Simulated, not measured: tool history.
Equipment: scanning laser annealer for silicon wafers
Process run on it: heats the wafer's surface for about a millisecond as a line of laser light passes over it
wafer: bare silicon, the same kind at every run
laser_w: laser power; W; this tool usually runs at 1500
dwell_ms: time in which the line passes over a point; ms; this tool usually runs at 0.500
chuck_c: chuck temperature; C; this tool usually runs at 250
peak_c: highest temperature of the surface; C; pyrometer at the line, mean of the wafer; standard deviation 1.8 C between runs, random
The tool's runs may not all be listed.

run 1 hour=0.0 | laser_w=1500 dwell_ms=0.500 chuck_c=250 | peak_c=979
run 2 hour=8.3 | laser_w=1500 dwell_ms=0.500 chuck_c=250 | peak_c=981
run 3 hour=13.8 | laser_w=1500 dwell_ms=0.500 chuck_c=250 | peak_c=980
run 4 hour=19.6 | laser_w=1500 dwell_ms=0.500 chuck_c=237 | peak_c=969
run 5 hour=26.9 | laser_w=1500 dwell_ms=0.500 chuck_c=237 | peak_c=967
run 6 hour=31.8 | laser_w=1500 dwell_ms=0.500 chuck_c=237 | peak_c=966
run 7 hour=36.4 | laser_w=1500 dwell_ms=0.500 chuck_c=245 | peak_c=974
run 8 hour=43.9 | laser_w=1500 dwell_ms=0.500 chuck_c=245 | peak_c=972
run 9 hour=54.6 | laser_w=1500 dwell_ms=0.500 chuck_c=245 | peak_c=973
run 10 hour=63.4 | laser_w=1500 dwell_ms=0.500 chuck_c=271 | peak_c=1000
run 11 hour=71.5 | laser_w=1500 dwell_ms=0.500 chuck_c=250 | peak_c=981
-- hour=77.2 optics aligned, line set to its width
run 12 hour=82.5 | laser_w=1500 dwell_ms=0.500 chuck_c=250 | peak_c=972
run 13 hour=91.3 | laser_w=1552 dwell_ms=0.500 chuck_c=250 | peak_c=1002
run 14 hour=97.9 | laser_w=1334 dwell_ms=0.600 chuck_c=286 | peak_c=978
run 15 hour=103.2 | laser_w=1313 dwell_ms=0.443 chuck_c=252 | peak_c=841
run 16 hour=111.4 | laser_w=1329 dwell_ms=0.405 chuck_c=283 | peak_c=852
run 17 hour=117.4 | laser_w=1389 dwell_ms=0.500 chuck_c=250 | peak_c=917
-- hour=123.3 optics aligned, line set to its width, once more
run 18 hour=132.3 | laser_w=1564 dwell_ms=0.371 chuck_c=281 | peak_c=956

Here are 3 independent what-if runs from the current tool condition. What would each one return?
run A hour=142.2 | laser_w=1500 dwell_ms=0.598 chuck_c=250 | peak_c=?
run B hour=142.2 | laser_w=1564 dwell_ms=0.371 chuck_c=285 | peak_c=?
run C hour=142.2 | laser_w=1436 dwell_ms=0.598 chuck_c=288 | peak_c=?

run=A peak_c=1056
run=B peak_c=959
run=C peak_c=1059
Stripped of hidden state, with their random variation kept, the same runs would have yielded:
run=A peak_c=1075
run=B peak_c=975
run=C peak_c=1077
